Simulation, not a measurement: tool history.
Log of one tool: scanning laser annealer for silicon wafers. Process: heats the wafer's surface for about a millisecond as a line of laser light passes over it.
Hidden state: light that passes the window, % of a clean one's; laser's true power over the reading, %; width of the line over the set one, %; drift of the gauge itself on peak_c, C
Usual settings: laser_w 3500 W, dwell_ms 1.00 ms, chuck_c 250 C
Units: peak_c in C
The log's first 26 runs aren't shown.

| run | hour | laser_w | dwell_ms | chuck_c | hours of work since the window was cleaned | hours of work since the power meter was calibrated | hours of work since the optics were aligned | peak_c |
|---|---|---|---|---|---|---|---|---|
| 27 | 184.5 | 3673 | 0.87 | 232 | 58 | 192 | 982 | 982 |
| 28 | 194.1 | 3222 | 0.96 | 250 | 63 | 198 | 988 | 933 |
| 29 | 198.7 | 3500 | 0.79 | 232 | 66 | 201 | 991 | 913 |
| 30 | 205.3 | 3500 | 0.79 | 232 | 70 | 205 | 994 | 920 |
| 31 | 212.2 | 3626 | 1.07 | 287 | 74 | 209 | 999 | 1102 |
| 32 | 220.0 | 3500 | 0.93 | 250 | 79 | 214 | 1003 | 988 |
| 33 | 227.4 | 3650 | 0.82 | 232 | 83 | 218 | 1008 | 956 |
| 34 | 236.9 | 3650 | 0.80 | 245 | 89 | 224 | 1013 | 963 |
| 35 | 245.0 | 3650 | 0.80 | 245 | 94 | 229 | 1018 | 959 |
| 36 | 252.1 | 3500 | 0.80 | 230 | 98 | 233 | 1023 | 913 |
| 37 | 257.6 | 3500 | 0.80 | 230 | 101 | 236 | 1026 | 915 |
| 38 | 263.2 | 3343 | 0.89 | 269 | 105 | 240 | 1029 | 954 |
| 39 | 270.5 | 3500 | 1.00 | 250 | 109 | 244 | 1034 | 1009 |
| 40 | 275.8 | 3507 | 0.72 | 227 | 112 | 247 | 1037 | 880 |

Forecast each of these 4 alternatives for the next run:
| A | 283.9 | 3029 | 0.71 | 285 | 117 | 252 | 1042 | ? |
| B | 283.9 | 3586 | 0.81 | 242 | 117 | 252 | 1042 | ? |
| C | 283.9 | 3033 | 0.78 | 283 | 117 | 252 | 1042 | ? |
| D | 283.9 | 3348 | 0.80 | 246 | 117 | 252 | 1042 | ? |

| run | peak_c |
|---|---|
| A | 842 |
| B | 947 |
| C | 863 |
| D | 902 |
Without the tool's hidden state the same runs would have given:
| run | peak_c |
|---|---|
| A | 854 |
| B | 962 |
| C | 876 |
| D | 917 |

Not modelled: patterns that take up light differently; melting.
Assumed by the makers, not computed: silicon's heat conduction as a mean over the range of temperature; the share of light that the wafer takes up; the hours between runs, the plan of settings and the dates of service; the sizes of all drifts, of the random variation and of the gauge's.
